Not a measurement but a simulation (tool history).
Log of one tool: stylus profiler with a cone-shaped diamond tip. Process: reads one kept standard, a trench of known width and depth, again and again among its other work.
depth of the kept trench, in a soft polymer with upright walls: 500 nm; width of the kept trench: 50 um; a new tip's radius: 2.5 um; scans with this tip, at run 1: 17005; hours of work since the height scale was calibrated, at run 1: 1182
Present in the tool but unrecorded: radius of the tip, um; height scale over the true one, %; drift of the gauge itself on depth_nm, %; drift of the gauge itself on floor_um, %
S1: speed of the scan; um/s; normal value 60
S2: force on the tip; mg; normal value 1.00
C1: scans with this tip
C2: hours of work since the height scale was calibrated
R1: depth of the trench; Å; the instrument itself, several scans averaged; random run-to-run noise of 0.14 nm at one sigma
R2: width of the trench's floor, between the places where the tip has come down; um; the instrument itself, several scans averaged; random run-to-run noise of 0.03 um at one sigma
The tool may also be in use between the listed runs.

run 1 hour=0.0 | S1=60 S2=1.00 | C1=17005 C2=1182 | R1=5013.2 R2=46.64
-- hour=65.2 new tip fitted, height scale calibrated
run 2 hour=65.2 | S1=60 S2=1.00 | C1=0 C2=0 | R1=5016.8 R2=46.72
run 3 hour=124.6 | S1=60 S2=1.00 | C1=587 C2=41 | R1=5018.6 R2=46.68
run 4 hour=154.7 | S1=60 S2=1.00 | C1=884 C2=61 | R1=5016.1 R2=46.68
run 5 hour=211.8 | S1=60 S2=1.00 | C1=1448 C2=101 | R1=5017.4 R2=46.67
run 6 hour=270.1 | S1=60 S2=0.36 | C1=2023 C2=141 | R1=5008.6 R2=46.46
run 7 hour=298.1 | S1=60 S2=0.36 | C1=2299 C2=160 | R1=5010.3 R2=46.36
run 8 hour=361.1 | S1=60 S2=1.00 | C1=2920 C2=203 | R1=5016.5 R2=46.65
run 9 hour=420.0 | S1=60 S2=1.00 | C1=3501 C2=243 | R1=5016.6 R2=46.64
run 10 hour=472.9 | S1=84 S2=0.34 | C1=4023 C2=280 | R1=5009.3 R2=46.20
run 11 hour=529.0 | S1=84 S2=0.34 | C1=4576 C2=318 | R1=5010.3 R2=46.19
run 12 hour=567.6 | S1=174 S2=0.82 | C1=4957 C2=345 | R1=5014.7 R2=45.94
run 13 hour=596.0 | S1=164 S2=0.34 | C1=5238 C2=364 | R1=5008.2 R2=45.48

Predict the results of run 14:
run 14 hour=639.1 | S1=164 S2=0.34 | C1=5663 C2=394 | R1=? R2=?

{"run 14": {"R1": 5010.3, "R2": 45.47}}
Minus the tool's unlogged condition, the same run would have read R1 5010.3 Å, R2 45.48 um.

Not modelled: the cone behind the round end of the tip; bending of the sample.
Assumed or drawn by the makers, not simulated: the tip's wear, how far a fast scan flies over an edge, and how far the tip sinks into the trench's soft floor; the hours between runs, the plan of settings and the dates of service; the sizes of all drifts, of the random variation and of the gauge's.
